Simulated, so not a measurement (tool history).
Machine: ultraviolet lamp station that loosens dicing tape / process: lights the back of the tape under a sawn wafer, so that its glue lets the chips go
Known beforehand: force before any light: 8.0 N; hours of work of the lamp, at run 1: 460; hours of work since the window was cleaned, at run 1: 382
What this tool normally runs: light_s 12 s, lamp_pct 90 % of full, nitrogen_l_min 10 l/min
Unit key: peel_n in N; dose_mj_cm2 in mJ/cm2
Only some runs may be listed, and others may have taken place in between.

| run | hour | light_s | lamp_pct | nitrogen_l_min | hours of work of the lamp | hours of work since the window was cleaned | peel_n | dose_mj_cm2 |
|---|---|---|---|---|---|---|---|---|
| 1 | 0.0 | 12 | 90 | 10 | 460 | 382 | 0.847 | 311 |
| 2 | 40.1 | 12 | 90 | 10 | 481 | 403 | 0.842 | 310 |
| 3 | 64.5 | 12 | 90 | 10 | 494 | 416 | 0.873 | 308 |
| 4 | 91.3 | 12 | 90 | 10 | 508 | 430 | 0.900 | 306 |
| 5 | 126.3 | 7 | 90 | 10 | 526 | 448 | 2.174 | 177 |
| 6 | 170.6 | 12 | 90 | 4 | 549 | 471 | 1.405 | 297 |
| 7 | 203.0 | 12 | 90 | 4 | 566 | 488 | 1.448 | 294 |
|  | 206.7 | window cleaned of glue's vapour |
| 8 | 235.2 | 12 | 90 | 9 | 582 | 15 | 1.076 | 287 |
| 9 | 264.6 | 12 | 90 | 10 | 597 | 30 | 1.029 | 284 |
| 10 | 295.0 | 12 | 68 | 10 | 613 | 46 | 1.619 | 212 |
|  | 302.2 | window cleaned of glue's vapour, once more |
| 11 | 326.5 | 12 | 68 | 5 | 629 | 13 | 1.720 | 253 |
| 12 | 356.4 | 12 | 68 | 5 | 645 | 28 | 1.769 | 243 |
| 13 | 375.7 | 12 | 68 | 5 | 655 | 38 | 1.715 | 240 |
| 14 | 408.4 | 12 | 90 | 10 | 672 | 55 | 0.813 | 322 |
| 15 | 453.3 | 12 | 90 | 10 | 695 | 78 | 0.840 | 314 |
| 16 | 473.5 | 12 | 90 | 10 | 706 | 89 | 0.845 | 320 |
| 17 | 510.4 | 12 | 90 | 10 | 725 | 108 | 0.859 | 308 |
| 18 | 536.4 | 12 | 90 | 10 | 738 | 122 | 0.892 | 309 |
| 19 | 566.9 | 12 | 90 | 10 | 754 | 137 | 0.875 | 306 |
| 20 | 590.4 | 12 | 90 | 5 | 766 | 150 | 1.280 | 309 |
| 21 | 633.7 | 10 | 90 | 10 | 789 | 172 | 1.268 | 249 |
| 22 | 669.2 | 12 | 90 | 10 | 807 | 191 | 0.961 | 298 |
| 23 | 707.0 | 18 | 90 | 10 | 827 | 210 | 0.459 | 437 |
| 24 | 725.6 | 21 | 63 | 3 | 837 | 220 | 1.299 | 356 |
| 25 | 770.6 | 12 | 90 | 17 | 860 | 243 | 0.822 | 288 |
| 26 | 810.2 | 23 | 87 | 7 | 880 | 264 | 0.420 | 521 |
| 27 | 829.4 | 8 | 70 | 5 | 890 | 274 | 3.205 | 145 |
| 28 | 858.9 | 15 | 90 | 10 | 906 | 289 | 0.710 | 350 |
| 29 | 881.9 | 15 | 90 | 10 | 918 | 301 | 0.720 | 350 |
| 30 | 904.6 | 11 | 93 | 10 | 929 | 313 | 1.144 | 260 |
| 31 | 930.2 | 11 | 93 | 10 | 943 | 326 | 1.234 | 258 |
| 32 | 954.9 | 11 | 93 | 10 | 956 | 339 | 1.239 | 254 |
| 33 | 998.5 | 10 | 65 | 10 | 978 | 361 | 2.348 | 160 |
| 34 | 1023.7 | 24 | 65 | 7 | 991 | 375 | 0.734 | 379 |
| 35 | 1057.1 | 12 | 64 | 12 | 1009 | 392 | 1.883 | 185 |
| 36 | 1086.4 | 12 | 63 | 10 | 1024 | 407 | 2.091 | 181 |
| 37 | 1129.4 | 12 | 78 | 10 | 1046 | 429 | 1.538 | 220 |
| 38 | 1170.7 | 12 | 78 | 10 | 1068 | 451 | 1.552 | 219 |
| 39 | 1204.7 | 9 | 78 | 14 | 1085 | 469 | 2.082 | 161 |
| 40 | 1226.0 | 9 | 78 | 14 | 1096 | 480 | 2.142 | 161 |
|  | 1243.7 | window cleaned of glue's vapour |
| 41 | 1255.7 | 9 | 78 | 14 | 1112 | 6 | 1.858 | 176 |
| 42 | 1294.5 | 9 | 78 | 14 | 1132 | 26 | 1.875 | 178 |
| 43 | 1336.8 | 9 | 78 | 14 | 1154 | 48 | 1.940 | 172 |
| 44 | 1366.6 | 9 | 78 | 14 | 1169 | 64 | 1.960 | 176 |

Results per run with the tool's hidden condition removed, run-to-run variation unchanged:
Hidden state present: lamp's light, % of a new lamp's; light that the window lets through, % of a clean one's; drift of the gauge itself on peel_n, %; drift of the gauge itself on dose_mj_cm2, %.
| run | peel_n | dose_mj_cm2 |
|---|---|---|
| 1 | 0.534 | 400 |
| 2 | 0.522 | 404 |
| 3 | 0.531 | 403 |
| 4 | 0.543 | 404 |
| 5 | 1.435 | 236 |
| 6 | 0.841 | 403 |
| 7 | 0.853 | 404 |
| 8 | 0.581 | 405 |
| 9 | 0.543 | 405 |
| 10 | 0.884 | 306 |
| 11 | 1.253 | 310 |
| 12 | 1.271 | 303 |
| 13 | 1.223 | 301 |
| 14 | 0.534 | 406 |
| 15 | 0.540 | 403 |
| 16 | 0.535 | 412 |
| 17 | 0.533 | 402 |
| 18 | 0.547 | 405 |
| 19 | 0.528 | 405 |
| 20 | 0.776 | 411 |
| 21 | 0.747 | 337 |
| 22 | 0.546 | 407 |
| 23 | 0.298 | 604 |
| 24 | 0.727 | 496 |
| 25 | 0.443 | 406 |
| 26 | 0.288 | 748 |
| 27 | 2.172 | 209 |
| 28 | 0.379 | 509 |
| 29 | 0.375 | 513 |
| 30 | 0.568 | 384 |
| 31 | 0.607 | 385 |
| 32 | 0.596 | 383 |
| 33 | 1.299 | 244 |
| 34 | 0.363 | 583 |
| 35 | 0.929 | 287 |
| 36 | 1.042 | 284 |
| 37 | 0.691 | 352 |
| 38 | 0.681 | 355 |
| 39 | 0.976 | 264 |
| 40 | 0.998 | 265 |
| 41 | 1.016 | 259 |
| 42 | 1.006 | 264 |
| 43 | 1.022 | 261 |
| 44 | 1.017 | 268 |

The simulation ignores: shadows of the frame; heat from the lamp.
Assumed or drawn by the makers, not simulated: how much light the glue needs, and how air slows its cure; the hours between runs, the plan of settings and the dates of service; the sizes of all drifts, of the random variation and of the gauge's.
